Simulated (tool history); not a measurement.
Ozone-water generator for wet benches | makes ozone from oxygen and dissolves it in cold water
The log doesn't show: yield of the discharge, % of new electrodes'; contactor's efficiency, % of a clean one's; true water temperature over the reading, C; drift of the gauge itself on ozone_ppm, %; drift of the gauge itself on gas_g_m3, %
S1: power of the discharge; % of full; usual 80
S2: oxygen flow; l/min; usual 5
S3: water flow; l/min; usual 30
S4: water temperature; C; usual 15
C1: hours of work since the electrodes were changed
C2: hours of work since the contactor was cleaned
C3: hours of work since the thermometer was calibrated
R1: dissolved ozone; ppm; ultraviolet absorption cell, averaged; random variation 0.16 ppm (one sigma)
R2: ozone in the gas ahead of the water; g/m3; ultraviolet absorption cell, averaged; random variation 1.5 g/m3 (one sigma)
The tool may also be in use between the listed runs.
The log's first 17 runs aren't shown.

run    hour  S1    S2  S3  S4    C1    C2    C3    R1     R2
 18    2190  58   7.9  43  15  3135  1248  3135  14.7  194.7
 19  2297.9  58   7.9  45  15  3220  1333  3220  14.1  193.1
 20  2411.3  58   7.9  45  15  3310  1422  3310  13.9  196.7
 21    2565  80     5  30  19  3431  1544  3431  20.9  280.1
 22  2666.5  80     5  28  15  3511  1624  3511  23.4  277.4
 23    2845  64   5.4  33  15  3651  1764  3651  17.8  237.1
 24  2939.8  82  5.31  30  15  3726  1839  3726  22.4    278
 25    3026  95  5.23  33   8  3794  1907  3794  24.2  305.3
 26  3170.3  41  7.19  24   8  3908  2021  3908  20.7  159.4
 27  3298.9  41  7.19  24   8  4009  2122  4009  20.9  159.7
 28  3478.4  47   8.6  24  14  4150  2263  4150  21.9  162.5
 29  3631.4  80     5  34  15  4271  2384  4271  19.3  276.3

Forecast run 30:
 30  3752.5  80   5  34  15  4366  2479  4366   ?   ?

Run 30 gave R1 19.3 ppm, R2 278 g/m3.
Without the tool's hidden state the same run would have given R1 19.3 ppm, R2 284 g/m3.
